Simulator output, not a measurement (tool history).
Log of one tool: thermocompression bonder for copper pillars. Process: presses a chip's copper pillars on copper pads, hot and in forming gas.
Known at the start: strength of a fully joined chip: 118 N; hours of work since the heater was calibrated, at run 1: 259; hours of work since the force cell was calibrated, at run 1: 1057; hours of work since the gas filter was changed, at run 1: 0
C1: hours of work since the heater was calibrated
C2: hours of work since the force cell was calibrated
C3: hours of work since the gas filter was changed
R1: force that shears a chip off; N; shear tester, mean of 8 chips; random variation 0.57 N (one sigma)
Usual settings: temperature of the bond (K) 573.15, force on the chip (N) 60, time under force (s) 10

run 1 hour=0.0 | temperature_of_the_bond_(K)=573.15 force_on_the_chip_(N)=60 time_under_force_(s)=10 | C1=259 C2=1057 C3=0 | R1=65.6
run 2 hour=40.4 | temperature_of_the_bond_(K)=588.15 force_on_the_chip_(N)=60 time_under_force_(s)=10 | C1=285 C2=1082 C3=25 | R1=73.6
run 3 hour=88.1 | temperature_of_the_bond_(K)=588.15 force_on_the_chip_(N)=60 time_under_force_(s)=10 | C1=315 C2=1112 C3=55 | R1=73.6
run 4 hour=119.8 | temperature_of_the_bond_(K)=588.15 force_on_the_chip_(N)=60 time_under_force_(s)=10 | C1=334 C2=1132 C3=75 | R1=72.7
run 5 hour=156.9 | temperature_of_the_bond_(K)=588.15 force_on_the_chip_(N)=60 time_under_force_(s)=10 | C1=358 C2=1155 C3=98 | R1=72.5
run 6 hour=185.5 | temperature_of_the_bond_(K)=588.15 force_on_the_chip_(N)=60 time_under_force_(s)=10 | C1=376 C2=1173 C3=116 | R1=71.5
run 7 hour=233.9 | temperature_of_the_bond_(K)=573.15 force_on_the_chip_(N)=60 time_under_force_(s)=10 | C1=406 C2=1204 C3=147 | R1=63.9
run 8 hour=255.2 | temperature_of_the_bond_(K)=573.15 force_on_the_chip_(N)=60 time_under_force_(s)=10 | C1=419 C2=1217 C3=160 | R1=63.7
run 9 hour=296.7 | temperature_of_the_bond_(K)=590.15 force_on_the_chip_(N)=60 time_under_force_(s)=10 | C1=445 C2=1243 C3=186 | R1=73.6
run 10 hour=333.9 | temperature_of_the_bond_(K)=590.15 force_on_the_chip_(N)=60 time_under_force_(s)=10 | C1=469 C2=1266 C3=209 | R1=74.2
-- hour=338.8 forming gas filter changed
run 11 hour=382.4 | temperature_of_the_bond_(K)=590.15 force_on_the_chip_(N)=60 time_under_force_(s)=10 | C1=499 C2=1296 C3=27 | R1=76.7
-- hour=388.4 heater calibrated with a thermocouple chip
run 12 hour=416.3 | temperature_of_the_bond_(K)=590.15 force_on_the_chip_(N)=60 time_under_force_(s)=10 | C1=18 C2=1316 C3=47 | R1=79.8
run 13 hour=461.8 | temperature_of_the_bond_(K)=590.15 force_on_the_chip_(N)=60 time_under_force_(s)=10 | C1=46 C2=1345 C3=76 | R1=79.1
run 14 hour=495.3 | temperature_of_the_bond_(K)=593.15 force_on_the_chip_(N)=76 time_under_force_(s)=11 | C1=67 C2=1366 C3=97 | R1=90.7
run 15 hour=539.1 | temperature_of_the_bond_(K)=593.15 force_on_the_chip_(N)=76 time_under_force_(s)=11 | C1=95 C2=1393 C3=124 | R1=89.1
run 16 hour=582.7 | temperature_of_the_bond_(K)=562.15 force_on_the_chip_(N)=60 time_under_force_(s)=10 | C1=122 C2=1421 C3=152 | R1=63.8
-- hour=605.6 heater calibrated with a thermocouple chip, once more
run 17 hour=633.5 | temperature_of_the_bond_(K)=576.15 force_on_the_chip_(N)=73 time_under_force_(s)=7 | C1=17 C2=1451 C3=182 | R1=60.3
-- hour=683.0 forming gas filter changed
run 18 hour=685.5 | temperature_of_the_bond_(K)=596.15 force_on_the_chip_(N)=42 time_under_force_(s)=7 | C1=50 C2=1484 C3=2 | R1=56.7
-- hour=704.1 force cell calibrated
run 19 hour=734.5 | temperature_of_the_bond_(K)=563.15 force_on_the_chip_(N)=42 time_under_force_(s)=13 | C1=80 C2=19 C3=31 | R1=49.3
run 20 hour=758.7 | temperature_of_the_bond_(K)=574.15 force_on_the_chip_(N)=52 time_under_force_(s)=9 | C1=95 C2=34 C3=46 | R1=56.0
run 21 hour=792.7 | temperature_of_the_bond_(K)=597.15 force_on_the_chip_(N)=60 time_under_force_(s)=5 | C1=116 C2=56 C3=68 | R1=59.6

Forecast each of these 5 alternatives for the next run:
run A hour=840.5 | temperature_of_the_bond_(K)=573.15 force_on_the_chip_(N)=47 time_under_force_(s)=10 | C1=146 C2=86 C3=98 | R1=?
run B hour=840.5 | temperature_of_the_bond_(K)=564.15 force_on_the_chip_(N)=60 time_under_force_(s)=18 | C1=146 C2=86 C3=98 | R1=?
run C hour=840.5 | temperature_of_the_bond_(K)=599.15 force_on_the_chip_(N)=78 time_under_force_(s)=26 | C1=146 C2=86 C3=98 | R1=?
run D hour=840.5 | temperature_of_the_bond_(K)=573.15 force_on_the_chip_(N)=39 time_under_force_(s)=10 | C1=146 C2=86 C3=98 | R1=?
run E hour=840.5 | temperature_of_the_bond_(K)=578.15 force_on_the_chip_(N)=41 time_under_force_(s)=5 | C1=146 C2=86 C3=98 | R1=?

run=A R1=52.2
run=B R1=68.0
run=C R1=100.7
run=D R1=47.2
run=E R1=39.0
Without the tool's hidden state the same runs would have given:
run=A R1=52.4
run=B R1=68.4
run=C R1=102.6
run=D R1=47.3
run=E R1=39.0
